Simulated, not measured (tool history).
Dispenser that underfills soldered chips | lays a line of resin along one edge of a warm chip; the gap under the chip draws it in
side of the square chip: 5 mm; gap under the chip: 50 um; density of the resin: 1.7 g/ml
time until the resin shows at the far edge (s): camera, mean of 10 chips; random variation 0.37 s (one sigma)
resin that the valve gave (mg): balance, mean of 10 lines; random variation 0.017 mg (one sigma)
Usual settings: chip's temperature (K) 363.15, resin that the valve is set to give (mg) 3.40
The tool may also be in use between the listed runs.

| run | hour | chip's temperature (K) | resin that the valve is set to give (mg) | time until the resin shows at the far edge (s) | resin that the valve gave (mg) |
|---|---|---|---|---|---|
| 1 | 0.0 | 363.15 | 3.40 | 24.0 | 3.33 |
|  | 6.9 | new syringe of resin |
| 2 | 9.4 | 363.15 | 3.40 | 24.2 | 3.24 |
|  | 15.9 | new syringe of resin |
| 3 | 22.1 | 363.15 | 3.40 | 28.1 | 3.28 |
|  | 25.0 | new syringe of resin |
|  | 32.9 | dispensing valve cleaned and set on the balance |
|  | 34.7 | new syringe of resin |
| 4 | 36.5 | 363.15 | 3.40 | 23.6 | 3.41 |
|  | 43.2 | new syringe of resin |
| 5 | 44.6 | 363.15 | 3.40 | 23.7 | 3.36 |
|  | 52.1 | new syringe of resin |
| 6 | 57.6 | 363.15 | 3.40 | 28.1 | 3.36 |
|  | 61.1 | new syringe of resin |
| 7 | 68.1 | 363.15 | 3.82 | 28.7 | 3.77 |
|  | 70.5 | new syringe of resin |
|  | 79.6 | new syringe of resin |
| 8 | 79.7 | 354.15 | 4.01 | 29.4 | 3.91 |
|  | 88.3 | new syringe of resin |
| 9 | 88.6 | 354.15 | 4.01 | 29.0 | 3.92 |
|  | 97.1 | new syringe of resin |
| 10 | 100.4 | 354.15 | 4.01 | 32.0 | 3.86 |
|  | 105.9 | new syringe of resin |
| 11 | 107.7 | 354.15 | 4.01 | 30.8 | 3.90 |

5 ways to go on from here, each from the tool as it stands after run 11. What would each give?
|  | 114.5 | new syringe of resin |
| A | 120.1 | 370.15 | 4.12 | ? | ? |
|  | 114.5 | new syringe of resin |
| B | 120.1 | 354.15 | 3.79 | ? | ? |
|  | 114.5 | new syringe of resin |
| C | 120.1 | 354.15 | 3.48 | ? | ? |
|  | 114.5 | new syringe of resin |
| D | 120.1 | 359.15 | 3.56 | ? | ? |
|  | 114.5 | new syringe of resin |
| E | 120.1 | 356.15 | 4.30 | ? | ? |

| run | time until the resin shows at the far edge (s) | resin that the valve gave (mg) |
|---|---|---|
| A | 21.4 | 3.96 |
| B | 36.7 | 3.64 |
| C | 36.1 | 3.36 |
| D | 31.3 | 3.42 |
| E | 33.6 | 4.13 |
Without the tool's hidden state the same runs would have given:
| run | time until the resin shows at the far edge (s) | resin that the valve gave (mg) |
|---|---|---|
| A | 16.7 | 4.11 |
| B | 28.7 | 3.78 |
| C | 28.1 | 3.49 |
| D | 24.5 | 3.56 |
| E | 26.1 | 4.29 |
